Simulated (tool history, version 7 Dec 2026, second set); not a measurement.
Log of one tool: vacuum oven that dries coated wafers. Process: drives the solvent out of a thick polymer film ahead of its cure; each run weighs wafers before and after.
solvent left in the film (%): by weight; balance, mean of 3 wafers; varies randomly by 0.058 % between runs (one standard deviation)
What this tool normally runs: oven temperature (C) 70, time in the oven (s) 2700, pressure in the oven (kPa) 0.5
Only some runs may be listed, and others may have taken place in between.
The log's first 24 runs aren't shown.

run   hour  oven temperature (C)  time in the oven (s)  pressure in the oven (kPa)  solvent left in the film (%)
 25  441.5                    56                  3300                       0.377                          9.07
     450.7  -- vacuum gauge cleaned of residue and calibrated, once more
 26  456.9                    70                  1800                       0.807                          5.41
 27  469.5                    70                  1800                       0.807                          5.45
 28  490.4                    71                  2760                       1.277                          3.09
 29  501.6                    71                  1920                       0.518                          4.36
 30  519.5                    84                  2700                       0.586                          0.37
 31  539.9                    84                  2700                       0.586                          0.35
 32  553.6                    81                  2700                         0.5                          0.46
 33  565.2                    68                  2700                       0.456                          3.67
 34  587.3                    60                  3720                       1.215                          6.47
 35  597.3                    57                  1920                       1.068                         12.27
 36    621                    57                  1920                       1.068                            12
 37  633.9                    57                  1920                       1.068                         12.34
 38  647.5                    57                  1920                       1.068                         11.94
 39  668.4                    63                  2100                       1.087                          8.29
 40  690.3                    62                  2700                        0.96                          7.07

Run 41 has not been measured yet. What should we expect?
 41  702.2                    77                  1680                       0.329                             ?

Run 41 gave solvent left in the film (%) 2.28.
With the hidden condition absent and the run-to-run variation left alone, this run would have shown solvent left in the film (%) 2.47.
